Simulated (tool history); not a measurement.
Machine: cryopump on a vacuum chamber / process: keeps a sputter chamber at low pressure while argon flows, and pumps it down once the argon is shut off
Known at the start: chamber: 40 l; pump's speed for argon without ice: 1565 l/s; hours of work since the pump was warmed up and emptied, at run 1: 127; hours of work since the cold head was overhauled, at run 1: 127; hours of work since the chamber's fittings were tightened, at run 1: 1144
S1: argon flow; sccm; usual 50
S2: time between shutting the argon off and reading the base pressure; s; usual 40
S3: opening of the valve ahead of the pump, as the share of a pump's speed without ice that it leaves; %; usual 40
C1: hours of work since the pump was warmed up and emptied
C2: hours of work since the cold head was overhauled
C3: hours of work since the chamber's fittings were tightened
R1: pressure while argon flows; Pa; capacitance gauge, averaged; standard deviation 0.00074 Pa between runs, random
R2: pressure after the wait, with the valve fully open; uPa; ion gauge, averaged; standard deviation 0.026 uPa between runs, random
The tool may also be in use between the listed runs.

{"run": 1, "hour": 0.0, "S1": 50, "S2": 40, "S3": 40, "C1": 127, "C2": 127, "C3": 1144, "R1": 0.1384, "R2": 1.7}
{"run": 2, "hour": 54.6, "S1": 50, "S2": 40, "S3": 40, "C1": 167, "C2": 167, "C3": 1183, "R1": 0.1398, "R2": 1.63}
{"run": 3, "hour": 138.3, "S1": 50, "S2": 40, "S3": 40, "C1": 228, "C2": 228, "C3": 1244, "R1": 0.1392, "R2": 1.71}
{"run": 4, "hour": 178.4, "S1": 50, "S2": 40, "S3": 25, "C1": 257, "C2": 257, "C3": 1274, "R1": 0.2216, "R2": 1.67}
{"run": 5, "hour": 265.0, "S1": 50, "S2": 40, "S3": 25, "C1": 321, "C2": 321, "C3": 1337, "R1": 0.2233, "R2": 1.68}
{"run": 6, "hour": 303.1, "S1": 50, "S2": 40, "S3": 40, "C1": 348, "C2": 348, "C3": 1364, "R1": 0.1424, "R2": 1.74}
{"run": 7, "hour": 349.4, "S1": 50, "S2": 40, "S3": 56, "C1": 382, "C2": 382, "C3": 1398, "R1": 0.1046, "R2": 1.71}
{"hour": 397.8, "done": "pump warmed up, emptied and cooled again"}
{"run": 8, "hour": 397.8, "S1": 50, "S2": 40, "S3": 40, "C1": 0, "C2": 414, "C3": 1430, "R1": 0.1359, "R2": 1.64}
{"run": 9, "hour": 451.6, "S1": 50, "S2": 40, "S3": 40, "C1": 39, "C2": 453, "C3": 1469, "R1": 0.1377, "R2": 1.66}
{"run": 10, "hour": 534.6, "S1": 50, "S2": 40, "S3": 19, "C1": 100, "C2": 513, "C3": 1530, "R1": 0.2845, "R2": 1.7}
{"run": 11, "hour": 573.5, "S1": 50, "S2": 40, "S3": 19, "C1": 128, "C2": 542, "C3": 1558, "R1": 0.2883, "R2": 1.63}
{"run": 12, "hour": 627.4, "S1": 50, "S2": 40, "S3": 19, "C1": 167, "C2": 581, "C3": 1597, "R1": 0.288, "R2": 1.69}
{"run": 13, "hour": 673.5, "S1": 50, "S2": 40, "S3": 19, "C1": 201, "C2": 615, "C3": 1631, "R1": 0.2887, "R2": 1.76}
{"run": 14, "hour": 760.4, "S1": 50, "S2": 40, "S3": 40, "C1": 264, "C2": 678, "C3": 1694, "R1": 0.1416, "R2": 1.72}
{"run": 15, "hour": 834.3, "S1": 50, "S2": 40, "S3": 56, "C1": 318, "C2": 732, "C3": 1748, "R1": 0.105, "R2": 1.79}

Run 16 comes next. What will it give?
{"run": 16, "hour": 887.1, "S1": 50, "S2": 40, "S3": 56, "C1": 356, "C2": 770, "C3": 1786, "R1": "?", "R2": "?"}

R1: 0.1043 Pa
R2: 1.80 uPa
Minus the tool's unlogged condition, the same run would have read R1 0.0951 Pa, R2 1.52 uPa.
